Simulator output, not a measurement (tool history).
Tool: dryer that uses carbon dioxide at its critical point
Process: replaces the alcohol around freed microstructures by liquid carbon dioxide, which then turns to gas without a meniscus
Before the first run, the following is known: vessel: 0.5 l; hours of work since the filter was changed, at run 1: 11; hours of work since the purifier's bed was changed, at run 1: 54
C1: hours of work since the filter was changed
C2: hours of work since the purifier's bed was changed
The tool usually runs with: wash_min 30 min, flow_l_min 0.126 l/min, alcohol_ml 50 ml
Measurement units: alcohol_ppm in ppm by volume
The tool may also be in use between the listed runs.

{"run": 1, "day": 0.0, "wash_min": 30, "flow_l_min": 0.126, "alcohol_ml": 50, "C1": 11, "C2": 54, "alcohol_ppm": 367}
{"run": 2, "day": 1.021, "wash_min": 30, "flow_l_min": 0.126, "alcohol_ml": 50, "C1": 19, "C2": 61, "alcohol_ppm": 377}
{"run": 3, "day": 1.654, "wash_min": 30, "flow_l_min": 0.126, "alcohol_ml": 50, "C1": 24, "C2": 66, "alcohol_ppm": 368}
{"run": 4, "day": 2.667, "wash_min": 30, "flow_l_min": 0.126, "alcohol_ml": 50, "C1": 31, "C2": 74, "alcohol_ppm": 404}
{"run": 5, "day": 3.575, "wash_min": 30, "flow_l_min": 0.126, "alcohol_ml": 26, "C1": 38, "C2": 80, "alcohol_ppm": 221}
{"run": 6, "day": 4.471, "wash_min": 30, "flow_l_min": 0.146, "alcohol_ml": 26, "C1": 44, "C2": 87, "alcohol_ppm": 104}
{"run": 7, "day": 5.021, "wash_min": 30, "flow_l_min": 0.146, "alcohol_ml": 26, "C1": 49, "C2": 91, "alcohol_ppm": 109}
{"run": 8, "day": 5.921, "wash_min": 30, "flow_l_min": 0.146, "alcohol_ml": 26, "C1": 55, "C2": 98, "alcohol_ppm": 106}
{"run": 9, "day": 6.646, "wash_min": 30, "flow_l_min": 0.146, "alcohol_ml": 26, "C1": 61, "C2": 103, "alcohol_ppm": 115}
{"run": 10, "day": 7.754, "wash_min": 30, "flow_l_min": 0.146, "alcohol_ml": 26, "C1": 69, "C2": 111, "alcohol_ppm": 114}
{"run": 11, "day": 8.55, "wash_min": 30, "flow_l_min": 0.094, "alcohol_ml": 50, "C1": 75, "C2": 117, "alcohol_ppm": 1772}
{"run": 12, "day": 9.188, "wash_min": 30, "flow_l_min": 0.126, "alcohol_ml": 50, "C1": 79, "C2": 122, "alcohol_ppm": 491}
{"run": 13, "day": 10.292, "wash_min": 30, "flow_l_min": 0.087, "alcohol_ml": 50, "C1": 88, "C2": 130, "alcohol_ppm": 2473}
{"run": 14, "day": 11.225, "wash_min": 30, "flow_l_min": 0.087, "alcohol_ml": 50, "C1": 95, "C2": 137, "alcohol_ppm": 2440}
{"run": 15, "day": 12.212, "wash_min": 30, "flow_l_min": 0.087, "alcohol_ml": 50, "C1": 102, "C2": 144, "alcohol_ppm": 2568}
{"run": 16, "day": 13.225, "wash_min": 30, "flow_l_min": 0.087, "alcohol_ml": 50, "C1": 109, "C2": 152, "alcohol_ppm": 2572}
{"run": 17, "day": 14.15, "wash_min": 30, "flow_l_min": 0.087, "alcohol_ml": 50, "C1": 116, "C2": 159, "alcohol_ppm": 2697}
{"run": 18, "day": 14.95, "wash_min": 30, "flow_l_min": 0.087, "alcohol_ml": 50, "C1": 122, "C2": 165, "alcohol_ppm": 2655}
{"run": 19, "day": 16.012, "wash_min": 33, "flow_l_min": 0.126, "alcohol_ml": 118, "C1": 130, "C2": 173, "alcohol_ppm": 790}
{"run": 20, "day": 16.529, "wash_min": 25, "flow_l_min": 0.199, "alcohol_ml": 35, "C1": 134, "C2": 176, "alcohol_ppm": 104}
{"run": 21, "day": 17.454, "wash_min": 37, "flow_l_min": 0.155, "alcohol_ml": 26, "C1": 141, "C2": 183, "alcohol_ppm": 47}
{"run": 22, "day": 18.196, "wash_min": 33, "flow_l_min": 0.126, "alcohol_ml": 47, "C1": 146, "C2": 189, "alcohol_ppm": 366}
{"run": 23, "day": 19.067, "wash_min": 30, "flow_l_min": 0.169, "alcohol_ml": 50, "C1": 153, "C2": 195, "alcohol_ppm": 137}
{"run": 24, "day": 19.746, "wash_min": 34, "flow_l_min": 0.113, "alcohol_ml": 28, "C1": 158, "C2": 200, "alcohol_ppm": 352}
{"run": 25, "day": 20.804, "wash_min": 41, "flow_l_min": 0.113, "alcohol_ml": 30, "C1": 166, "C2": 208, "alcohol_ppm": 150}
{"run": 26, "day": 21.588, "wash_min": 41, "flow_l_min": 0.113, "alcohol_ml": 30, "C1": 171, "C2": 214, "alcohol_ppm": 143}
{"run": 27, "day": 22.65, "wash_min": 41, "flow_l_min": 0.113, "alcohol_ml": 30, "C1": 179, "C2": 222, "alcohol_ppm": 154}
{"run": 28, "day": 23.154, "wash_min": 41, "flow_l_min": 0.113, "alcohol_ml": 30, "C1": 183, "C2": 226, "alcohol_ppm": 151}
{"run": 29, "day": 23.692, "wash_min": 30, "flow_l_min": 0.211, "alcohol_ml": 42, "C1": 187, "C2": 230, "alcohol_ppm": 60}
{"run": 30, "day": 24.475, "wash_min": 41, "flow_l_min": 0.162, "alcohol_ml": 82, "C1": 193, "C2": 235, "alcohol_ppm": 53}
{"run": 31, "day": 25.367, "wash_min": 41, "flow_l_min": 0.162, "alcohol_ml": 48, "C1": 199, "C2": 242, "alcohol_ppm": 57}
{"day": 26.054, "done": "inlet filter changed"}
{"run": 32, "day": 26.371, "wash_min": 41, "flow_l_min": 0.188, "alcohol_ml": 59, "C1": 2, "C2": 249, "alcohol_ppm": 27}

Forecast each of these 5 alternatives for the next run:
{"run": "A", "day": 27.275, "wash_min": 30, "flow_l_min": 0.126, "alcohol_ml": 36, "C1": 9, "C2": 256, "alcohol_ppm": "?"}
{"run": "B", "day": 27.275, "wash_min": 35, "flow_l_min": 0.096, "alcohol_ml": 56, "C1": 9, "C2": 256, "alcohol_ppm": "?"}
{"run": "C", "day": 27.275, "wash_min": 41, "flow_l_min": 0.208, "alcohol_ml": 56, "C1": 9, "C2": 256, "alcohol_ppm": "?"}
{"run": "D", "day": 27.275, "wash_min": 30, "flow_l_min": 0.126, "alcohol_ml": 103, "C1": 9, "C2": 256, "alcohol_ppm": "?"}
{"run": "E", "day": 27.275, "wash_min": 30, "flow_l_min": 0.079, "alcohol_ml": 102, "C1": 9, "C2": 256, "alcohol_ppm": "?"}

run=A alcohol_ppm=281
run=B alcohol_ppm=750
run=C alcohol_ppm=32
run=D alcohol_ppm=758
run=E alcohol_ppm=5721
Stripped of hidden state, with their random variation kept, the same runs would have yielded:
run=A alcohol_ppm=239
run=B alcohol_ppm=683
run=C alcohol_ppm=5
run=D alcohol_ppm=685
run=E alcohol_ppm=5467
